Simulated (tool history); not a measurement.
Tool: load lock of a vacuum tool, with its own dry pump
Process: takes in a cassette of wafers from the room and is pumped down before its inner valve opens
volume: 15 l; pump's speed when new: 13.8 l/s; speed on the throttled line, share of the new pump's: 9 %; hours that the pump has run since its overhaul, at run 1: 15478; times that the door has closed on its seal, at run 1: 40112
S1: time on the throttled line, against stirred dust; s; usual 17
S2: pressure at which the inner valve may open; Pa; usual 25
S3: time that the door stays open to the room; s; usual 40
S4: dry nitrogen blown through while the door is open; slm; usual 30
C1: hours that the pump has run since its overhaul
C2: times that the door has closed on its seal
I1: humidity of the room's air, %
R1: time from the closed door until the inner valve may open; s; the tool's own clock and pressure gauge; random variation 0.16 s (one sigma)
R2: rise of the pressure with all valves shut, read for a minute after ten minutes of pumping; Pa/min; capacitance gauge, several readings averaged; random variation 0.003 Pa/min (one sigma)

{"run": 1, "day": 0.0, "S1": 17, "S2": 25, "S3": 40, "S4": 30, "C1": 15478, "C2": 40112, "I1": 45.8, "R1": 25.9, "R2": 0.264}
{"run": 2, "day": 8.654, "S1": 17, "S2": 25, "S3": 40, "S4": 30, "C1": 15685, "C2": 40934, "I1": 45.9, "R1": 26.2, "R2": 0.261}
{"day": 19.338, "done": "door's seal changed, seat wiped"}
{"run": 3, "day": 26.492, "S1": 17, "S2": 18, "S3": 40, "S4": 30, "C1": 16112, "C2": 679, "I1": 45.6, "R1": 26.3, "R2": 0.037}
{"run": 4, "day": 38.338, "S1": 20, "S2": 25, "S3": 40, "S4": 30, "C1": 16396, "C2": 1803, "I1": 47.3, "R1": 28.9, "R2": 0.045}
{"run": 5, "day": 52.208, "S1": 17, "S2": 25, "S3": 40, "S4": 30, "C1": 16729, "C2": 3120, "I1": 42.1, "R1": 25.9, "R2": 0.043}
{"run": 6, "day": 62.896, "S1": 17, "S2": 25, "S3": 40, "S4": 30, "C1": 16986, "C2": 4135, "I1": 50.1, "R1": 26.3, "R2": 0.047}
{"run": 7, "day": 82.704, "S1": 17, "S2": 25, "S3": 40, "S4": 30, "C1": 17461, "C2": 6015, "I1": 47.5, "R1": 26.0, "R2": 0.049}
{"run": 8, "day": 92.75, "S1": 17, "S2": 22, "S3": 43, "S4": 30, "C1": 17702, "C2": 6969, "I1": 47.4, "R1": 26.3, "R2": 0.061}
{"run": 9, "day": 113.088, "S1": 17, "S2": 22, "S3": 29, "S4": 30, "C1": 18190, "C2": 8899, "I1": 43.2, "R1": 26.5, "R2": 0.056}
{"run": 10, "day": 122.504, "S1": 10, "S2": 22, "S3": 29, "S4": 30, "C1": 18416, "C2": 9793, "I1": 40.8, "R1": 20.1, "R2": 0.057}
{"run": 11, "day": 135.796, "S1": 10, "S2": 22, "S3": 29, "S4": 30, "C1": 18735, "C2": 11055, "I1": 44.3, "R1": 20.0, "R2": 0.064}
{"run": 12, "day": 151.675, "S1": 10, "S2": 22, "S3": 29, "S4": 30, "C1": 19116, "C2": 12562, "I1": 44.8, "R1": 20.0, "R2": 0.066}
{"run": 13, "day": 168.967, "S1": 19, "S2": 30, "S3": 37, "S4": 7, "C1": 19531, "C2": 14203, "I1": 44.3, "R1": 27.9, "R2": 0.105}

Forecast each of these 4 alternatives for the next run:
{"run": "A", "day": 178.433, "S1": 9, "S2": 30, "S3": 37, "S4": 7, "C1": 19759, "C2": 15102, "I1": 42.2, "R1": "?", "R2": "?"}
{"run": "B", "day": 178.433, "S1": 19, "S2": 22, "S3": 132, "S4": 9, "C1": 19759, "C2": 15102, "I1": 48.3, "R1": "?", "R2": "?"}
{"run": "C", "day": 178.433, "S1": 17, "S2": 19, "S3": 25, "S4": 30, "C1": 19759, "C2": 15102, "I1": 45.3, "R1": "?", "R2": "?"}
{"run": "D", "day": 178.433, "S1": 28, "S2": 30, "S3": 37, "S4": 26, "C1": 19759, "C2": 15102, "I1": 45.7, "R1": "?", "R2": "?"}

run=A R1=19.0 R2=0.109
run=B R1=28.1 R2=0.188
run=C R1=26.9 R2=0.083
run=D R1=35.9 R2=0.087
Without the tool's hidden state the same runs would have given:
run=A R1=17.2 R2=0.054
run=B R1=26.4 R2=0.133
run=C R1=25.2 R2=0.028
run=D R1=34.5 R2=0.032
